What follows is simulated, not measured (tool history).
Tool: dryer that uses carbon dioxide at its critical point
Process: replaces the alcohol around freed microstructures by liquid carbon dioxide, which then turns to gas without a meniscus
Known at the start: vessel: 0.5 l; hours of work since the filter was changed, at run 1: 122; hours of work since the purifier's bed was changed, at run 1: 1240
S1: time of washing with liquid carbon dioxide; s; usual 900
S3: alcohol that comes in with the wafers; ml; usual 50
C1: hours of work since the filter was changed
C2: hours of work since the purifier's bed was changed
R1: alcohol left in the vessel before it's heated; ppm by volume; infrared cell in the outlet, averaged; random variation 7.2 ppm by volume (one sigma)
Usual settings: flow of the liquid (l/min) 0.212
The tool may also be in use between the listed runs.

{"run": 1, "hour": 0.0, "S1": 900, "flow of the liquid (l/min)": 0.212, "S3": 50, "C1": 122, "C2": 1240, "R1": 631}
{"run": 2, "hour": 42.6, "S1": 720, "flow of the liquid (l/min)": 0.212, "S3": 50, "C1": 156, "C2": 1273, "R1": 1497}
{"run": 3, "hour": 80.7, "S1": 720, "flow of the liquid (l/min)": 0.212, "S3": 50, "C1": 186, "C2": 1304, "R1": 1514}
{"hour": 91.3, "done": "purifier's bed changed"}
{"run": 4, "hour": 103.6, "S1": 720, "flow of the liquid (l/min)": 0.212, "S3": 50, "C1": 202, "C2": 10, "R1": 1310}
{"run": 5, "hour": 123.4, "S1": 720, "flow of the liquid (l/min)": 0.212, "S3": 50, "C1": 218, "C2": 26, "R1": 1329}
{"run": 6, "hour": 158.0, "S1": 720, "flow of the liquid (l/min)": 0.212, "S3": 50, "C1": 246, "C2": 53, "R1": 1390}
{"run": 7, "hour": 179.8, "S1": 720, "flow of the liquid (l/min)": 0.212, "S3": 50, "C1": 263, "C2": 70, "R1": 1373}
{"run": 8, "hour": 220.9, "S1": 900, "flow of the liquid (l/min)": 0.212, "S3": 50, "C1": 296, "C2": 103, "R1": 498}
{"run": 9, "hour": 251.8, "S1": 660, "flow of the liquid (l/min)": 0.194, "S3": 25, "C1": 320, "C2": 128, "R1": 1447}
{"run": 10, "hour": 293.4, "S1": 960, "flow of the liquid (l/min)": 0.312, "S3": 37, "C1": 353, "C2": 161, "R1": 57}
{"run": 11, "hour": 323.6, "S1": 960, "flow of the liquid (l/min)": 0.312, "S3": 37, "C1": 377, "C2": 185, "R1": 67}
{"run": 12, "hour": 363.0, "S1": 960, "flow of the liquid (l/min)": 0.312, "S3": 37, "C1": 409, "C2": 216, "R1": 67}
{"run": 13, "hour": 394.3, "S1": 960, "flow of the liquid (l/min)": 0.312, "S3": 37, "C1": 433, "C2": 241, "R1": 83}
{"run": 14, "hour": 421.4, "S1": 540, "flow of the liquid (l/min)": 0.356, "S3": 52, "C1": 455, "C2": 262, "R1": 688}
{"run": 15, "hour": 446.9, "S1": 960, "flow of the liquid (l/min)": 0.219, "S3": 52, "C1": 475, "C2": 283, "R1": 426}
{"run": 16, "hour": 486.1, "S1": 960, "flow of the liquid (l/min)": 0.235, "S3": 33, "C1": 506, "C2": 314, "R1": 231}

Forecast each of these 4 alternatives for the next run:
{"run": "A", "hour": 528.4, "S1": 780, "flow of the liquid (l/min)": 0.235, "S3": 29, "C1": 540, "C2": 347, "R1": "?"}
{"run": "B", "hour": 528.4, "S1": 960, "flow of the liquid (l/min)": 0.235, "S3": 36, "C1": 540, "C2": 347, "R1": "?"}
{"run": "C", "hour": 528.4, "S1": 1020, "flow of the liquid (l/min)": 0.27, "S3": 105, "C1": 540, "C2": 347, "R1": "?"}
{"run": "D", "hour": 528.4, "S1": 900, "flow of the liquid (l/min)": 0.138, "S3": 50, "C1": 540, "C2": 347, "R1": "?"}

run=A R1=508
run=B R1=274
run=C R1=218
run=D R1=3602
Without the tool's hidden state the same runs would have given:
run=A R1=247
run=B R1=107
run=C R1=63
run=D R1=2371

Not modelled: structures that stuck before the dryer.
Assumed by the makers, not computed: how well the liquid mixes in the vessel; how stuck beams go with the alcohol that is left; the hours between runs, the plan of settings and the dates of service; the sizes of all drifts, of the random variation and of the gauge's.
